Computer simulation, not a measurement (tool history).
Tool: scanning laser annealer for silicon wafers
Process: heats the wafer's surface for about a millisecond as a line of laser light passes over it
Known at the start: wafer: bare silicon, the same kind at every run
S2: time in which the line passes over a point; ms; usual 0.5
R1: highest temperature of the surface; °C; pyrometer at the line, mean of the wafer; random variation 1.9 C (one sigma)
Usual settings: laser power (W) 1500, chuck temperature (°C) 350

Run 1, hour 0: usual settings. Result: R1 1112 °C.
Run 2, hour 20.7: usual settings. Result: R1 1111 °C.
Run 3, hour 44: usual settings but laser power (W) 1597. Result: R1 1178 °C.
Run 4, hour 72.6: usual settings but S2 0.44 ms. Result: R1 1052 °C.
Run 5, hour 109.1: usual settings but S2 0.44 ms. Result: R1 1053 °C.
Run 6, hour 138.8: usual settings but S2 0.44 ms. Result: R1 1049 °C.
Run 7, hour 175.4: usual settings but S2 0.44 ms. Result: R1 1045 °C.
At hour 180.9: window over the wafer cleaned.
Run 8, hour 213.5: usual settings but S2 0.44 ms. Result: R1 1032 °C.
Run 9, hour 233.4: usual settings but laser power (W) 1624, S2 0.44 ms, chuck temperature (°C) 377. Result: R1 1135 °C.
Run 10, hour 250.9: usual settings but laser power (W) 1624, S2 0.44 ms, chuck temperature (°C) 312. Result: R1 1068 °C.
Run 11, hour 283.4: usual settings but laser power (W) 1624, S2 0.612 ms, chuck temperature (°C) 365. Result: R1 1281 °C.
Run 12, hour 316.3: usual settings but laser power (W) 1624, S2 0.612 ms, chuck temperature (°C) 365. Result: R1 1280 °C.
Run 13, hour 336: usual settings but laser power (W) 1624, S2 0.384 ms, chuck temperature (°C) 365. Result: R1 1058 °C.
At hour 356.7: window over the wafer cleaned, once more.
Run 14, hour 363.9: usual settings but laser power (W) 1624, S2 0.384 ms, chuck temperature (°C) 365. Result: R1 1123 °C.

Some steps in R1 between neighbouring runs. How much of each would the tool show without its hidden state too (settings, what came in, random variation), and how much is left for the hidden state, with any gauge scatter that isn't in both results?
The hidden state here: light that passes the window, % of a clean one's; laser's true power over the reading, %; width of the line over the set one, %; drift of the gauge itself on peak_c, C.
Run 12 -> 13: S2 0.612 -> 0.384. R1 -222 °C: hidden state +20, all else -242.
Run 13 -> 14: window over the wafer cleaned, once more. R1 +65 °C: hidden state +65, all else +0.
